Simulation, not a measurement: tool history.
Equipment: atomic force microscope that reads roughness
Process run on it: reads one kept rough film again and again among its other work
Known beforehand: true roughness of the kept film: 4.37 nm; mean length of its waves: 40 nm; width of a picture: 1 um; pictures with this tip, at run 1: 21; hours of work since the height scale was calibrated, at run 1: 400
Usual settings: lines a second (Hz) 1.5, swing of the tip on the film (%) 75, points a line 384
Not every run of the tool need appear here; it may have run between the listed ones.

run,hour,lines a second (Hz),swing of the tip on the film (%),points a line,pictures with this tip,hours of work since the height scale was calibrated,roughness of the kept film (nm (root mean square))
1,0,1.5,75,384,21,400,3.661
2,10.5,1.5,75,384,41,408,3.607
3,25.4,1.5,75,384,68,419,3.559
4,42,1.5,75,384,100,431,3.508
5,50.9,1.5,75,384,116,437,3.432
6,61.3,1.5,75,384,136,445,3.402
7,69.4,1.5,75,384,151,451,3.369
8,78.6,1.5,75,384,168,458,3.363
9,96.8,1.5,75,384,202,471,3.286
10,106.2,1.5,75,384,220,478,3.258
11,115.1,1.5,75,384,237,484,3.208
12,126.2,1.5,75,384,258,492,3.147
# hour 130: new tip fitted
13,146.7,1.5,75,384,31,507,3.644
14,160.2,0.57,82,477,56,517,3.748
15,174.7,2.63,57,384,84,527,3.652
16,185.7,0.7,72,384,104,536,3.688
17,194.4,2.03,62,258,121,542,3.526
18,203.7,2.75,75,656,138,549,3.16
19,220.8,2.75,75,656,170,561,3.066

How would selected steps in roughness of the kept film (nm (root mean square)) from run to run divide? Give the signed amount a tool lacking its hidden state would still show from settings, what came in and random variation, and the signed amount left for the hidden state, including any gauge scatter that is not in both of the compared results.
Hidden state present: radius of the tip, nm; height scale over the true one, %; drift of the gauge itself on roughness_nm, %.
Run 12 -> 13: new tip fitted. roughness of the kept film (nm (root mean square)) +0.497: hidden state +0.473, all else +0.024.

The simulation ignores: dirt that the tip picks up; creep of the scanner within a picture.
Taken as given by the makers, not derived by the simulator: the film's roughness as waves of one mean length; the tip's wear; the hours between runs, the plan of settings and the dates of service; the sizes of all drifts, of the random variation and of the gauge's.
